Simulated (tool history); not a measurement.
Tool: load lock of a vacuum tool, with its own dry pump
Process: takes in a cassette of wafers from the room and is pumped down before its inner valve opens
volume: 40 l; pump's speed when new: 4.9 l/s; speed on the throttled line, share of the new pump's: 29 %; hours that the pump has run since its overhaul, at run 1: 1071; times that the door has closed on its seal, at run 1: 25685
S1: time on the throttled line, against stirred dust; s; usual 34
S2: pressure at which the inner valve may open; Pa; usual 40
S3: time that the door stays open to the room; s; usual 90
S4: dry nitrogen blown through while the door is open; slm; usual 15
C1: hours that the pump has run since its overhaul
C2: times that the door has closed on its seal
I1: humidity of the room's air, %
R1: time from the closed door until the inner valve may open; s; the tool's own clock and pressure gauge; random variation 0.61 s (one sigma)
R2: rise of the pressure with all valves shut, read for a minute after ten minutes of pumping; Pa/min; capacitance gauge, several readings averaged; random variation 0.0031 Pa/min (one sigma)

run      day  S1  S2   S3  S4     C1     C2    I1     R1     R2
  1    0.000  34  40   90  15   1071  25685  44.9   91.2  0.486
  2   17.075  34  40   90  15   1480  27589  47.0   91.0  0.534
  3   28.133  34  40   26  15   1746  28822  45.5   89.8  0.551
  4   37.017  34  40   26  15   1959  29813  48.7   90.1  0.578
  5   48.338  34  40   26  15   2231  31076  46.9   90.6  0.607
  6   60.096  34  40   29  15   2513  32387  43.1   90.8  0.653
      61.596  -- door's seal changed, seat wiped
  7   73.596  34  40   26  15   2835   1338  45.1   91.5  0.048
  8   86.550  51  40   26  15   3146   2782  44.0  103.2  0.060
  9  102.762  25  40   90  15   3535   4591  47.0   84.4  0.113
 10  115.788  25  40   90  15   3848   6044  40.9   85.9  0.121
 11  124.008  25  40   90  15   4045   6960  46.6   85.2  0.133
 12  140.679  25  40   90  15   4445   8820  44.2   85.2  0.161
 13  157.100  25  40   81  15   4840  10651  44.1   86.4  0.177
 14  171.646  25  45   81  15   5189  12273  45.4   85.2  0.199
 15  180.092  25  45   81  15   5391  13215  42.2   84.7  0.224
 16  192.071  25  45   81  15   5679  14551  44.3   86.1  0.249
 17  209.829  25  45   81  15   6105  16532  46.0   86.2  0.289
 18  224.346  25  45   81  15   6453  18151  45.1   85.8  0.318
 19  239.046  25  45   81  15   6806  19790  43.1   85.1  0.344
 20  246.525  34  59  181  15   6986  20624  47.3   90.1  0.403
 21  263.383  23  36  225  15   7390  22505  47.1   87.1  0.464
 22  278.908  34  45   90   8   7763  24236  47.3   92.5  0.475
 23  295.046  22  45   62   8   8150  26036  46.0   84.3  0.506
 24  304.746  29  40   31   6   8383  27117  43.7   91.3  0.515
 25  315.075  29  40   31   6   8631  28269  44.6   91.3  0.559
 26  331.279  34  30   90  15   9020  30077  43.6   96.4  0.622
 27  348.817  34  30   90  15   9441  32032  45.1   98.3  0.681
     353.246  -- door's seal changed, seat wiped
 28  361.654  39  51   90  15   9747    938  44.7   97.0  0.078
 29  375.967  33  51  105  15  10091   2534  46.0   91.8  0.097
 30  387.725  33  51  105  15  10373   3845  44.6   93.0  0.111
 31  396.525  33  51  105  15  10584   4826  43.4   93.1  0.112
 32  409.654  19  40  105  15  10899   6291  43.8   85.3  0.135
 33  417.008  51  31  138  15  11076   7111  43.9  108.0  0.152
 34  432.775  34  40   90  19  11454   8869  45.0   95.6  0.159
 35  442.608  34  40   90  19  11690   9966  41.5   96.6  0.158
 36  451.225  29  40   90  19  11897  10927  49.0   93.5  0.186
 37  462.058  29  37   66  19  12157  12135  45.6   94.7  0.189
 38  473.838  34  43   26  15  12440  13449  47.2   97.0  0.196

The same runs without the tool's hidden state, with the same run-to-run variation:
The hidden state here: pump's speed, % of a new pump's; leak at the door's seal, Pa l/s; drift of the gauge itself on ready_s, %; drift of the gauge itself on rise_pa_min, %.
run     R1     R2
  1   89.4  0.069
  2   89.0  0.071
  3   87.7  0.041
  4   87.8  0.046
  5   88.1  0.040
  6   88.2  0.041
  7   88.7  0.041
  8  100.5  0.042
  9   81.1  0.077
 10   82.3  0.069
 11   81.5  0.073
 12   81.4  0.077
 13   82.3  0.067
 14   80.9  0.069
 15   80.3  0.071
 16   81.4  0.072
 17   81.3  0.074
 18   80.7  0.072
 19   79.9  0.066
 20   85.2  0.111
 21   81.1  0.119
 22   86.9  0.089
 23   78.1  0.075
 24   84.9  0.055
 25   84.8  0.056
 26   89.6  0.073
 27   91.1  0.075
 28   90.4  0.071
 29   84.6  0.080
 30   85.6  0.081
 31   85.6  0.072
 32   76.9  0.078
 33  100.6  0.086
 34   87.5  0.071
 35   88.2  0.059
 36   84.8  0.074
 37   85.7  0.059
 38   88.2  0.042

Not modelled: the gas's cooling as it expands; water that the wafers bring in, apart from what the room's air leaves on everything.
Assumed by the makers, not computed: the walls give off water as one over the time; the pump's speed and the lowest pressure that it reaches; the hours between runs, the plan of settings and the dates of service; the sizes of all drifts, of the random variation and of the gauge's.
